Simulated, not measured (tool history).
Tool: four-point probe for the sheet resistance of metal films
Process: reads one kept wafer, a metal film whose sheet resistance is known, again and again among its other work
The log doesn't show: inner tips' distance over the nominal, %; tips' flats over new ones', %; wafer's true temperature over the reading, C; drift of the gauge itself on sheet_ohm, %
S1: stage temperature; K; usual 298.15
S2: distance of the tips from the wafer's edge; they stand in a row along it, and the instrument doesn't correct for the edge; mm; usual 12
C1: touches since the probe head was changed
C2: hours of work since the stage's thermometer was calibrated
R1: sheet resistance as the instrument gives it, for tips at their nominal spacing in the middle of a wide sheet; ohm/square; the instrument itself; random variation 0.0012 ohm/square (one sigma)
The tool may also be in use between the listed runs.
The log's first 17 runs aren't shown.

run,day,S1,S2,C1,C2,R1
18,20.654,300.15,12,8252,521,6.03289
19,21.879,298.15,12,8606,534,6.021102
20,23.254,298.15,12,9004,550,6.024254
21,24.638,301.15,19,9404,565,6.025735
22,25.8,297.15,30,9741,578,5.997109
23,27.088,294.15,32,10113,593,5.979902
24,28.812,298.15,3,10613,612,6.33427
25,29.988,298.15,3,10953,625,6.336495
26,30.921,292.15,39,11224,635,5.968434
# day 31.054: stage's thermometer calibrated
27,32.275,299.15,46,11609,14,6.006005
28,33.962,295.15,24,12098,32,5.988233
29,34.862,296.15,16,12358,42,6.001162
30,35.846,301.15,44,12643,53,6.015911
# day 37.362: stage's thermometer calibrated, once more
31,37.629,308.15,31,13154,3,6.061985
32,38.742,308.15,31,13476,15,6.060156
33,39.729,294.15,29,13762,26,5.987045
34,40.904,292.15,29,14101,40,5.978262
35,42.671,298.15,49,14613,59,6.008013
36,44.325,307.15,28,15092,78,6.056336
37,45.829,301.15,7,15527,94,6.087992
38,46.788,301.15,47,15804,105,6.02383

4 ways to go on from here, each from the tool as it stands after run 38. What would each give?
A,48.521,293.15,13,16307,125,?
B,48.521,294.15,9,16307,125,?
C,48.521,296.15,47,16307,125,?
D,48.521,297.15,47,16307,125,?

run,R1
A,6.000061
B,6.024858
C,5.998302
D,6.002406
Without the tool's hidden state the same runs would have given:
run,R1
A,5.991375
B,6.01614
C,5.989622
D,5.993721

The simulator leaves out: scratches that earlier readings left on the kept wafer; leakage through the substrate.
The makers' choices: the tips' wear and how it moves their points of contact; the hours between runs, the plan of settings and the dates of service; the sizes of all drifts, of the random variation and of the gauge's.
